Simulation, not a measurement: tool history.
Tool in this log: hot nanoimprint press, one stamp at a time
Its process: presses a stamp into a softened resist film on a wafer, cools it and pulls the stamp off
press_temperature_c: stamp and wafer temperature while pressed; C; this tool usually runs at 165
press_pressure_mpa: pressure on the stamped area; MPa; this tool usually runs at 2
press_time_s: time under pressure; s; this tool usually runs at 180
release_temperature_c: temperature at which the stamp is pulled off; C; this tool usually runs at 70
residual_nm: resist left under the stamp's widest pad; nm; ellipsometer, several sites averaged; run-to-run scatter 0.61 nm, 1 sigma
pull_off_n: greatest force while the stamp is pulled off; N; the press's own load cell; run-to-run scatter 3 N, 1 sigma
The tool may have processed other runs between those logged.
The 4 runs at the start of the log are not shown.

| run | hour | press_temperature_c | press_pressure_mpa | press_time_s | release_temperature_c | hours of work since the thermocouple was calibrated | imprints on the stamp's release coat | hours of work since the press's seals were changed | residual_nm | pull_off_n |
|---|---|---|---|---|---|---|---|---|---|---|
| 5 | 35.7 | 162 | 2 | 180 | 70 | 228 | 743 | 148 | 165.1 | 140 |
| 6 | 45.5 | 176 | 2 | 180 | 70 | 235 | 798 | 156 | 111.4 | 141 |
| 7 | 55.1 | 165 | 2 | 180 | 70 | 243 | 852 | 164 | 150.8 | 141 |
| 8 | 59.7 | 165 | 2 | 180 | 70 | 247 | 877 | 167 | 151.8 | 136 |
| 9 | 66 | 165 | 2 | 180 | 70 | 252 | 913 | 172 | 149.9 | 141 |
| 10 | 71.4 | 165 | 2 | 180 | 74 | 256 | 943 | 177 | 150.1 | 132 |
| 11 | 79.4 | 165 | 2 | 180 | 74 | 262 | 988 | 183 | 151 | 131 |
| 12 | 89.7 | 165 | 2 | 180 | 74 | 270 | 1046 | 191 | 151.2 | 127 |
| 13 | 99.9 | 165 | 2 | 180 | 70 | 278 | 1103 | 199 | 152 | 138 |
| 14 | 110.6 | 165 | 2 | 180 | 70 | 287 | 1163 | 208 | 150.9 | 139 |
| 15 | 120.4 | 165 | 2 | 180 | 70 | 295 | 1218 | 215 | 151.3 | 140 |

Run 16, settings as shown, results not yet in. Your forecast:
| 16 | 129.4 | 165 | 2 | 180 | 70 | 302 | 1269 | 222 | ? | ? |

residual_nm: 151.8 nm
pull_off_n: 138 N
Had the tool carried no hidden state, the very same run would have given residual_nm 150.2 nm, pull_off_n 136 N.
